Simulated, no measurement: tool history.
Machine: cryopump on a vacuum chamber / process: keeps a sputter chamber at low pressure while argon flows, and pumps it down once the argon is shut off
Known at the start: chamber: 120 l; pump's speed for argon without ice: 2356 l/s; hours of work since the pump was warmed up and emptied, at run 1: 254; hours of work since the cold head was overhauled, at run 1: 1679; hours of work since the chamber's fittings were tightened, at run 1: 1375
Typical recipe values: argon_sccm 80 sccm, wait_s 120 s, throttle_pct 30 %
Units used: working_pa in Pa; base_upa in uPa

run	hour	argon_sccm	wait_s	throttle_pct	hours of work since the pump was warmed up and emptied	hours of work since the cold head was overhauled	hours of work since the chamber's fittings were tightened	working_pa	base_upa
1	0	80	120	30	254	1679	1375	0.1979	0.91
2	58.6	80	120	30	291	1717	1413	0.1988	0.97
3	175.4	80	86	30	367	1792	1488	0.2026	1.05
4	233	80	86	30	404	1829	1525	0.2019	1.13
5	283.5	80	115	30	436	1861	1558	0.205	1.07
6	333.6	122	120	30	468	1894	1590	0.313	1.04
7	424.5	122	120	30	527	1952	1648	0.3169	1.11
8	490	122	120	30	569	1994	1690	0.3203	1.18
# hour 570.5: pump warmed up, emptied and cooled again
9	590.3	122	120	30	13	2056	1752	0.2952	0.95
# hour 672.1: leaking fittings of the chamber tightened, without venting
10	697.3	80	120	30	80	2123	16	0.1949	0.45
11	746.4	80	120	16	112	2155	48	0.3629	0.4
12	800.1	80	120	16	146	2189	82	0.3645	0.42
13	877.5	80	120	30	196	2239	132	0.1978	0.49
14	946.1	80	120	30	240	2283	176	0.1998	0.52
15	1051.3	80	120	30	308	2351	244	0.1995	0.52
16	1114.1	80	120	30	349	2391	284	0.2011	0.54
17	1223	80	120	30	419	2461	355	0.2034	0.57
18	1317.3	89	180	43	479	2522	415	0.1659	0.5
19	1404.8	89	180	43	536	2578	471	0.1683	0.51
20	1457.9	89	180	43	570	2613	506	0.1679	0.55
21	1529.9	123	25	44	616	2659	552	0.2338	1.5
# hour 1540.5: pump warmed up, emptied and cooled again
22	1591.9	76	25	42	33	2696	589	0.1314	1.47
23	1642.3	76	25	42	66	2728	621	0.1328	1.47
24	1699.1	65	277	30	102	2765	658	0.1588	0.48
25	1781.9	65	277	30	155	2818	711	0.16	0.5
26	1868.1	147	120	17	211	2873	766	0.6308	0.68
27	1973.8	147	120	17	279	2941	834	0.6317	0.7
28	2046.8	37	120	37	326	2988	881	0.0771	0.76
29	2149.4	80	120	29	392	3054	947	0.2101	0.81
30	2226	80	66	24	441	3104	997	0.2513	0.98
31	2330.4	155	83	32	508	3171	1064	0.3822	0.93
32	2379	117	120	19	540	3202	1095	0.4679	0.89
33	2488.7	56	261	27	610	3273	1166	0.1635	0.82
# hour 2504.3: pump warmed up, emptied and cooled again
34	2606.6	56	200	45	66	3345	1238	0.0915	0.69

Below are 3 alternative next runs, each starting from the tool's condition after run 34. Predict each:
A	2719.3	75	86	57	138	3418	1311	?	?
B	2719.3	47	49	37	138	3418	1311	?	?
C	2719.3	80	32	48	138	3418	1311	?	?

run	working_pa	base_upa
A	0.1004	0.91
B	0.0942	1.18
C	0.1246	1.45
Had the tool no hidden state, the same runs would have come out as:
run	working_pa	base_upa
A	0.0957	0.43
B	0.0913	0.69
C	0.1196	0.97

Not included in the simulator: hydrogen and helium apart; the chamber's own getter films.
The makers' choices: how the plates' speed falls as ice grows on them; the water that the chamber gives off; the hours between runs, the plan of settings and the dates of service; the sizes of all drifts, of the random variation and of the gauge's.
